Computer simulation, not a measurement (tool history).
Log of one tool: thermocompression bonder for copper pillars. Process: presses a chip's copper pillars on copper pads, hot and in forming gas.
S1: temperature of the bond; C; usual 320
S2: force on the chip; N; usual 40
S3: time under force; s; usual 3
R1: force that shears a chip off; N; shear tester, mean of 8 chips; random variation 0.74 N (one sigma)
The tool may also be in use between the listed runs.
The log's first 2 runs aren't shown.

run 3 hour=22.5 | S1=320 S2=40 S3=3 | R1=69.3
run 4 hour=31.6 | S1=320 S2=40 S3=3 | R1=71.8
run 5 hour=38.3 | S1=320 S2=59 S3=3 | R1=85.3
run 6 hour=47 | S1=320 S2=40 S3=3 | R1=71.4
run 7 hour=56.5 | S1=320 S2=40 S3=3 | R1=70.2
run 8 hour=63.9 | S1=320 S2=40 S3=3 | R1=71.3
run 9 hour=79.4 | S1=320 S2=38 S3=3 | R1=68.1
run 10 hour=88.9 | S1=320 S2=40 S3=2 | R1=62
run 11 hour=98.3 | S1=320 S2=40 S3=2 | R1=62.7
run 12 hour=105.6 | S1=320 S2=40 S3=5 | R1=79.9
run 13 hour=116.6 | S1=320 S2=40 S3=5 | R1=78.5
run 14 hour=123.1 | S1=320 S2=40 S3=5 | R1=79
run 15 hour=136.1 | S1=320 S2=40 S3=5 | R1=78.6
-- hour=138.7 force cell calibrated
run 16 hour=145.6 | S1=320 S2=31 S3=3 | R1=59.9
run 17 hour=153.1 | S1=320 S2=31 S3=3 | R1=59.8
run 18 hour=163.4 | S1=320 S2=40 S3=3 | R1=68.9
-- hour=172.7 force cell calibrated, once more
run 19 hour=173.4 | S1=339 S2=26 S3=7 | R1=76.4
run 20 hour=185.7 | S1=334 S2=26 S3=2 | R1=52.4
run 21 hour=198.5 | S1=343 S2=49 S3=7 | R1=93.2

Run 22 comes next. What will it give?
run 22 hour=205.1 | S1=343 S2=29 S3=7 | R1=?

Run 22 gave R1 80.3 N.
Without the tool's hidden state the same run would have given R1 82.1 N.

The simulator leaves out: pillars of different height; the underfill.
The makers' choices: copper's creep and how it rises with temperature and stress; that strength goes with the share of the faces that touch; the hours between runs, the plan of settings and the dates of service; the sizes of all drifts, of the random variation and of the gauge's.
